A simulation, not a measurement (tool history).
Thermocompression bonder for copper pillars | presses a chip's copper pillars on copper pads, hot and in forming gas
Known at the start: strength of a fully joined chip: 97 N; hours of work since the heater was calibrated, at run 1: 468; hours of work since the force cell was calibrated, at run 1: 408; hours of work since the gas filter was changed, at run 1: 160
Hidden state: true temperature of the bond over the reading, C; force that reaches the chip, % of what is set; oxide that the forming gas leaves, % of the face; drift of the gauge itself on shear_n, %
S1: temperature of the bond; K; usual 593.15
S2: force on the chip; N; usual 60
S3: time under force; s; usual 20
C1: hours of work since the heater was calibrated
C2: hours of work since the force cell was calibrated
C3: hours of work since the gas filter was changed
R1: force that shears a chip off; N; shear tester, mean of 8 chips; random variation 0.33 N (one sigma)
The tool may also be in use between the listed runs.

run,hour,S1,S2,S3,C1,C2,C3,R1
1,0,593.15,60,20,468,408,160,63.4
2,14,593.15,84,20,478,417,169,76.1
3,23.2,593.15,65,20,484,424,175,66.7
4,34,593.15,65,20,491,431,183,66.4
5,48,593.15,60,42,501,441,192,76.5
6,55.1,593.15,60,20,506,445,197,64
7,65.5,593.15,60,27,513,452,204,68.5
8,73.9,593.15,60,27,519,458,210,69.6
9,89.7,583.15,82,19,529,469,221,68
10,102.4,583.15,82,19,538,478,229,68.7

Forecast run 11:
11,111.3,606.15,88,13,544,484,235,?

Run 11 gave R1 77.8 N.
Without the tool's hidden state the same run would have given R1 77.8 N.

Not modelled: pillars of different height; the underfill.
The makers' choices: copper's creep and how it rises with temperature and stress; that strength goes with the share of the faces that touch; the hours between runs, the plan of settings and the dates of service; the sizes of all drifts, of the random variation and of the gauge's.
